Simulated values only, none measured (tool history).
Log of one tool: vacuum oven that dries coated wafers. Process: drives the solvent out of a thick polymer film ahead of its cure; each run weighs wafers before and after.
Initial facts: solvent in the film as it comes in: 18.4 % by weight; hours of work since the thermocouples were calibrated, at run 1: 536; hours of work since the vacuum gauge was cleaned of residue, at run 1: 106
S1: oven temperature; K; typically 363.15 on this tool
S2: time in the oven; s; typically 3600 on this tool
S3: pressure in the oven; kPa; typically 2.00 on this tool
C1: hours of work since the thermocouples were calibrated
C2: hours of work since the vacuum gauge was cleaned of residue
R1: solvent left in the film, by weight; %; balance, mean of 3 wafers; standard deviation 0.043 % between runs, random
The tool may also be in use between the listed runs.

| run | day | S1 | S2 | S3 | C1 | C2 | R1 |
|---|---|---|---|---|---|---|---|
| 1 | 0.000 | 363.15 | 3600 | 2.00 | 536 | 106 | 2.87 |
| 2 | 0.521 | 363.15 | 5760 | 2.00 | 542 | 111 | 1.73 |
| 3 | 1.154 | 363.15 | 3600 | 2.00 | 548 | 117 | 2.81 |
| 4 | 1.758 | 363.15 | 3600 | 2.00 | 554 | 123 | 2.82 |
| 5 | 2.288 | 363.15 | 3600 | 2.00 | 559 | 129 | 2.83 |
| 6 | 2.921 | 363.15 | 3600 | 2.00 | 565 | 135 | 2.86 |
| 7 | 3.229 | 363.15 | 3600 | 2.00 | 568 | 138 | 2.81 |
| 8 | 3.567 | 366.15 | 3600 | 2.00 | 572 | 141 | 2.26 |
| 9 | 4.179 | 363.15 | 3600 | 2.00 | 578 | 147 | 2.79 |
| 10 | 4.846 | 363.15 | 3600 | 2.63 | 584 | 154 | 3.20 |
| 11 | 5.429 | 363.15 | 3600 | 4.75 | 590 | 160 | 4.61 |
| 12 | 6.088 | 363.15 | 3600 | 4.75 | 597 | 166 | 4.64 |
| 13 | 6.738 | 363.15 | 3420 | 2.00 | 603 | 173 | 3.04 |
| 14 | 7.379 | 363.15 | 3720 | 2.00 | 609 | 179 | 2.75 |
| 15 | 7.900 | 363.15 | 3720 | 2.00 | 615 | 184 | 2.74 |
| 16 | 8.208 | 363.15 | 3720 | 2.00 | 618 | 187 | 2.75 |
| 17 | 8.512 | 363.15 | 3120 | 2.00 | 621 | 190 | 3.38 |
|  | 8.738 | oven's thermocouples calibrated |
| 18 | 9.088 | 363.15 | 3120 | 2.00 | 3 | 195 | 3.42 |
| 19 | 9.625 | 363.15 | 3600 | 6.44 | 9 | 200 | 5.75 |
| 20 | 9.900 | 353.15 | 3600 | 2.18 | 12 | 203 | 5.98 |

Forecast run 21:
| 21 | 10.267 | 365.15 | 1920 | 2.48 | 15 | 207 | ? |

Logged for run 21: R1 5.21 %.
Without the tool's hidden state the same run would have given R1 5.21 %.
